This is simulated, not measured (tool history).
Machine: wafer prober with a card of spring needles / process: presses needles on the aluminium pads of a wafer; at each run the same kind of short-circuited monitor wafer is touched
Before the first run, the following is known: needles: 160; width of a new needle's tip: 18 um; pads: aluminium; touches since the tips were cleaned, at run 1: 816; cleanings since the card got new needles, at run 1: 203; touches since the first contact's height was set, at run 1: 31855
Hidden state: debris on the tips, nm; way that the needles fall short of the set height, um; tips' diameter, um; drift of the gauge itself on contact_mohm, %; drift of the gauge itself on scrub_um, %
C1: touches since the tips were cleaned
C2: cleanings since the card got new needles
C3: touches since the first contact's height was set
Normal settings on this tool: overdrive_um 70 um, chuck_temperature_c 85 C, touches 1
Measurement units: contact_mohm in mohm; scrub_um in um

Run 1, day 0.000: usual settings; C1 816; C2 203; C3 31855. Result: contact_mohm 277 mohm, scrub_um 11.78 um.
At day 0.433: tips cleaned on abrasive film.
At day 0.867: tips cleaned on abrasive film.
At day 1.408: tips cleaned on abrasive film.
Run 2, day 1.475: usual settings; C1 817; C2 206; C3 50216. Result: contact_mohm 274 mohm, scrub_um 11.79 um.
At day 1.908: tips cleaned on abrasive film.
At day 2.342: tips cleaned on abrasive film.
At day 2.775: tips cleaned on abrasive film.
At day 3.212: tips cleaned on abrasive film.
At day 3.675: tips cleaned on abrasive film.
Run 3, day 3.675: usual settings but touches 2; C1 0; C2 211; C3 77603. Result: contact_mohm 276 mohm, scrub_um 11.71 um.
At day 4.112: tips cleaned on abrasive film.
At day 4.546: tips cleaned on abrasive film.
At day 4.979: tips cleaned on abrasive film.
At day 5.517: tips cleaned on abrasive film.
Run 4, day 5.629: usual settings but overdrive_um 76 um; C1 1456; C2 215; C3 101937. Result: contact_mohm 275 mohm, scrub_um 12.83 um.
At day 5.958: tips cleaned on abrasive film.
At day 6.392: tips cleaned on abrasive film.
At day 6.512: height of the first contact set anew.
At day 6.838: tips cleaned on abrasive film.
At day 7.271: tips cleaned on abrasive film.
Run 5, day 7.304: usual settings but overdrive_um 76 um; C1 408; C2 219; C3 9855. Result: contact_mohm 276 mohm, scrub_um 12.81 um.
At day 7.729: tips cleaned on abrasive film.
At day 8.162: tips cleaned on abrasive film.
Run 6, day 8.504: usual settings but overdrive_um 76 um; C1 4304; C2 221; C3 24820. Result: contact_mohm 278 mohm, scrub_um 12.72 um.
At day 8.617: tips cleaned on abrasive film.
At day 9.158: tips cleaned on abrasive film.
At day 9.592: tips cleaned on abrasive film.
At day 10.025: tips cleaned on abrasive film.
Run 7, day 10.033: usual settings but overdrive_um 76 um, touches 2; C1 82; C2 225; C3 43793. Result: contact_mohm 274 mohm, scrub_um 12.77 um.
At day 10.467: tips cleaned on abrasive film.
At day 10.900: tips cleaned on abrasive film.
At day 11.438: tips cleaned on abrasive film.
At day 11.871: tips cleaned on abrasive film.
Run 8, day 12.054: usual settings but overdrive_um 76 um, touches 2; C1 2276; C2 229; C3 68976. Result: contact_mohm 273 mohm, scrub_um 12.84 um.
At day 12.379: tips cleaned on abrasive film.
At day 12.817: tips cleaned on abrasive film.
At day 13.346: tips cleaned on abrasive film.
At day 13.779: tips cleaned on abrasive film.
At day 14.212: tips cleaned on abrasive film.
Run 9, day 14.388: usual settings but overdrive_um 76 um, touches 2; C1 2217; C2 234; C3 98036. Result: contact_mohm 271 mohm, scrub_um 12.87 um.
At day 14.712: tips cleaned on abrasive film.
At day 15.150: tips cleaned on abrasive film.
At day 15.583: tips cleaned on abrasive film.
At day 15.596: height of the first contact set anew.
Run 10, day 15.612: usual settings; C1 242; C2 237; C3 242. Result: contact_mohm 274 mohm, scrub_um 11.81 um.
At day 16.046: tips cleaned on abrasive film.
At day 16.479: tips cleaned on abrasive film.
At day 16.912: tips cleaned on abrasive film.
Run 11, day 17.175: usual settings; C1 3263; C2 240; C3 19660. Result: contact_mohm 280 mohm, scrub_um 11.79 um.
At day 17.383: tips cleaned on abrasive film.
At day 17.925: tips cleaned on abrasive film.
At day 18.358: tips cleaned on abrasive film.
At day 18.792: tips cleaned on abrasive film.
Run 12, day 18.804: usual settings but chuck_temperature_c 32 C; C1 151; C2 244; C3 39928. Result: contact_mohm 260 mohm, scrub_um 11.80 um.
At day 19.238: tips cleaned on abrasive film.
At day 19.775: tips cleaned on abrasive film.
At day 20.279: tips cleaned on abrasive film.
Run 13, day 20.279: usual settings; C1 0; C2 247; C3 58293. Result: contact_mohm 275 mohm, scrub_um 11.87 um.
At day 20.817: tips cleaned on abrasive film.
At day 21.358: tips cleaned on abrasive film.
Run 14, day 21.783: usual settings but overdrive_um 75 um, chuck_temperature_c 76 C; C1 5361; C2 249; C3 77086. Result: contact_mohm 277 mohm, scrub_um 12.69 um.
At day 21.896: tips cleaned on abrasive film.
At day 22.329: tips cleaned on abrasive film.
At day 22.862: tips cleaned on abrasive film.
Run 15, day 22.888: usual settings but chuck_temperature_c 33 C, touches 2; C1 335; C2 252; C3 90805. Result: contact_mohm 267 mohm, scrub_um 11.85 um.
At day 23.321: tips cleaned on abrasive film.
At day 23.850: tips cleaned on abrasive film.
At day 24.288: tips cleaned on abrasive film.
Run 16, day 24.438: usual settings but chuck_temperature_c 33 C, touches 2; C1 1914; C2 255; C3 110106. Result: contact_mohm 260 mohm, scrub_um 11.81 um.
At day 24.667: height of the first contact set anew.
At day 24.779: tips cleaned on abrasive film.
At day 25.317: tips cleaned on abrasive film.
At day 25.858: tips cleaned on abrasive film.
At day 26.292: tips cleaned on abrasive film.
Run 17, day 26.433: usual settings but overdrive_um 68 um, chuck_temperature_c 33 C, touches 3; C1 1751; C2 259; C3 21968. Result: contact_mohm 260 mohm, scrub_um 11.52 um.
At day 26.758: tips cleaned on abrasive film.
At day 27.296: tips cleaned on abrasive film.
At day 27.733: tips cleaned on abrasive film.
Run 18, day 28.088: usual settings but overdrive_um 68 um, chuck_temperature_c 33 C, touches 3; C1 4443; C2 262; C3 42579. Result: contact_mohm 262 mohm, scrub_um 11.53 um.
At day 28.196: tips cleaned on abrasive film.
At day 28.629: tips cleaned on abrasive film.
At day 29.067: tips cleaned on abrasive film.
Run 19, day 29.288: usual settings but overdrive_um 61 um, chuck_temperature_c 96 C; C1 2805; C2 265; C3 57527. Result: contact_mohm 279 mohm, scrub_um 10.34 um.
At day 29.500: tips cleaned on abrasive film.
At day 29.933: tips cleaned on abrasive film.
At day 30.462: tips cleaned on abrasive film.
At day 31.000: tips cleaned on abrasive film.
Run 20, day 31.200: usual settings but overdrive_um 55 um, chuck_temperature_c 39 C; C1 2470; C2 269; C3 81307. Result: contact_mohm 265 mohm, scrub_um 9.30 um.
At day 31.525: tips cleaned on abrasive film.
At day 31.958: tips cleaned on abrasive film.
Run 21, day 32.242: usual settings but overdrive_um 90 um, chuck_temperature_c 35 C; C1 3589; C2 271; C3 94318. Result: contact_mohm 262 mohm, scrub_um 15.30 um.
At day 32.454: tips cleaned on abrasive film.
At day 32.888: tips cleaned on abrasive film.
At day 33.321: tips cleaned on abrasive film.
At day 33.754: tips cleaned on abrasive film.
At day 33.767: height of the first contact set anew.
Run 22, day 34.150: usual settings but overdrive_um 67 um, chuck_temperature_c 63 C; C1 4821; C2 275; C3 4821. Result: contact_mohm 272 mohm, scrub_um 11.35 um.
At day 34.262: tips cleaned on abrasive film.
At day 34.696: tips cleaned on abrasive film.
At day 35.238: tips cleaned on abrasive film.
Run 23, day 35.367: usual settings but overdrive_um 56 um, chuck_temperature_c 57 C, touches 2; C1 1612; C2 278; C3 19928. Result: contact_mohm 267 mohm, scrub_um 9.57 um.
At day 35.692: tips cleaned on abrasive film.
At day 36.212: tips cleaned on abrasive film.
At day 36.646: tips cleaned on abrasive film.
At day 37.179: tips cleaned on abrasive film.
Run 24, day 37.604: usual settings but overdrive_um 56 um, chuck_temperature_c 57 C, touches 2; C1 5348; C2 282; C3 47819. Result: contact_mohm 268 mohm, scrub_um 9.51 um.
At day 37.717: tips cleaned on abrasive film.
At day 38.258: tips cleaned on abrasive film.
At day 38.692: tips cleaned on abrasive film.
Run 25, day 38.758: usual settings but overdrive_um 56 um, chuck_temperature_c 57 C, touches 2; C1 830; C2 285; C3 62144. Result: contact_mohm 269 mohm, scrub_um 9.51 um.

Predict each of these 5 candidate next runs independently; none follows another, all start after run 25:
At day 39.192: tips cleaned on abrasive film.
At day 39.725: tips cleaned on abrasive film.
At day 40.267: tips cleaned on abrasive film.
Run A, day 40.383: usual settings but overdrive_um 66 um, chuck_temperature_c 47 C, touches 3; C1 1481; C2 288; C3 82415. Result: contact_mohm ?, scrub_um ?.
At day 39.192: tips cleaned on abrasive film.
At day 39.725: tips cleaned on abrasive film.
At day 40.267: tips cleaned on abrasive film.
Run B, day 40.383: usual settings but overdrive_um 74 um, touches 2; C1 1481; C2 288; C3 82415. Result: contact_mohm ?, scrub_um ?.
At day 39.192: tips cleaned on abrasive film.
At day 39.725: tips cleaned on abrasive film.
At day 40.267: tips cleaned on abrasive film.
Run C, day 40.383: usual settings but chuck_temperature_c 111 C; C1 1481; C2 288; C3 82415. Result: contact_mohm ?, scrub_um ?.
At day 39.192: tips cleaned on abrasive film.
At day 39.725: tips cleaned on abrasive film.
At day 40.267: tips cleaned on abrasive film.
Run D, day 40.383: usual settings but overdrive_um 56 um, chuck_temperature_c 57 C, touches 2; C1 1481; C2 288; C3 82415. Result: contact_mohm ?, scrub_um ?.
At day 39.192: tips cleaned on abrasive film.
At day 39.725: tips cleaned on abrasive film.
At day 40.267: tips cleaned on abrasive film.
Run E, day 40.383: usual settings but overdrive_um 82 um, chuck_temperature_c 26 C, touches 2; C1 1481; C2 288; C3 82415. Result: contact_mohm ?, scrub_um ?.

run  contact_mohm  scrub_um
  A           268     11.24
  B           278     12.59
  C           282     11.88
  D           268      9.53
  E           256     13.91
What these runs would have given with no unlogged condition in the tool:
run  contact_mohm  scrub_um
  A           268     11.07
  B           277     12.40
  C           282     11.70
  D           268      9.39
  E           256     13.70
